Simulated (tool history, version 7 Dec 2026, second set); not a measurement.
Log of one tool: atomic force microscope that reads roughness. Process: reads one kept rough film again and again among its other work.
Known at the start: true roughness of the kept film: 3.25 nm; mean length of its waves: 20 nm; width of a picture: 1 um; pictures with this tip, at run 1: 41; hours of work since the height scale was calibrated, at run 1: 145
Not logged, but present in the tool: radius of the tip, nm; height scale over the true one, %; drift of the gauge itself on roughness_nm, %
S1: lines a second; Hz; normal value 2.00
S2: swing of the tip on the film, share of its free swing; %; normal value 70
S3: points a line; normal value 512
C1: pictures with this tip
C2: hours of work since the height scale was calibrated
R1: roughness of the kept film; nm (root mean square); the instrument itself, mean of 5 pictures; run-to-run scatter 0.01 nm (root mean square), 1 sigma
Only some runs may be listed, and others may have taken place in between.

run   hour    S1  S2   S3   C1   C2     R1
  1    0.0  2.00  70  512   41  145  2.339
  2   12.5  2.00  70  512   54  150  2.356
  3   26.1  2.00  70  496   67  156  2.338
  4   42.0  2.00  70  496   83  164  2.341
  5   55.1  2.00  70  496   97  169  2.367
  6   64.7  2.00  61  512  106  174  2.367
  7   74.4  2.00  82  512  116  178  2.280
  8   83.4  2.00  70  512  125  182  2.349
  9   99.7  2.00  70  407  142  189  2.313
 10  117.0  2.00  70  407  159  197  2.319
 11  133.4  2.00  79  512  176  205  2.297
 12  144.5  2.00  79  512  187  209  2.293
 13  159.4  2.00  79  512  202  216  2.292
 14  176.5  0.73  70  512  219  224  2.400
 15  194.2  0.73  70  512  237  232  2.386
 16  204.1  0.73  70  512  247  236  2.392
 17  212.2  0.73  70  512  255  240  2.411
 18  224.1  2.00  78  512  267  245  2.306
 19  236.0  2.00  78  818  279  251  2.321
     249.8  -- new tip fitted
 20  252.4  0.50  70  512    3  258  2.389
 21  261.9  0.53  70  538   13  262  2.421
 22  278.5  0.53  70  538   29  269  2.413
 23  290.3  0.53  70  538   41  275  2.419
 24  297.8  2.99  86  512   49  278  2.162
 25  307.1  1.32  70  766   58  282  2.391
 26  323.8  1.32  70  766   75  290  2.387
 27  339.8  1.32  70  766   91  297  2.394
 28  350.9  0.60  70  865  102  302  2.419
 29  366.1  0.66  67  673  118  309  2.410
 30  382.2  2.17  65  364  134  316  2.352
 31  393.8  1.69  86  835  146  321  2.288
 32  411.4  1.69  86  835  163  329  2.281
 33  425.8  2.19  58  333  178  336  2.346
 34  433.2  0.51  89  384  185  339  2.374
 35  448.6  2.64  88  260  201  346  2.094
 36  459.3  2.64  62  260  212  351  2.292
 37  476.7  2.64  62  260  229  358  2.295

What if the next run were any one of these 3? Each begins from the tool's condition after run 37:
  A  492.8  0.88  70  512  245  366   ?
  B  492.8  2.00  87  941  245  366   ?
  C  492.8  1.95  69  618  245  366   ?

run     R1
  A  2.387
  B  2.236
  C  2.360
The same runs, with their run-to-run variation unchanged, on a tool lacking any hidden condition would have given:
run     R1
  A  2.394
  B  2.243
  C  2.366
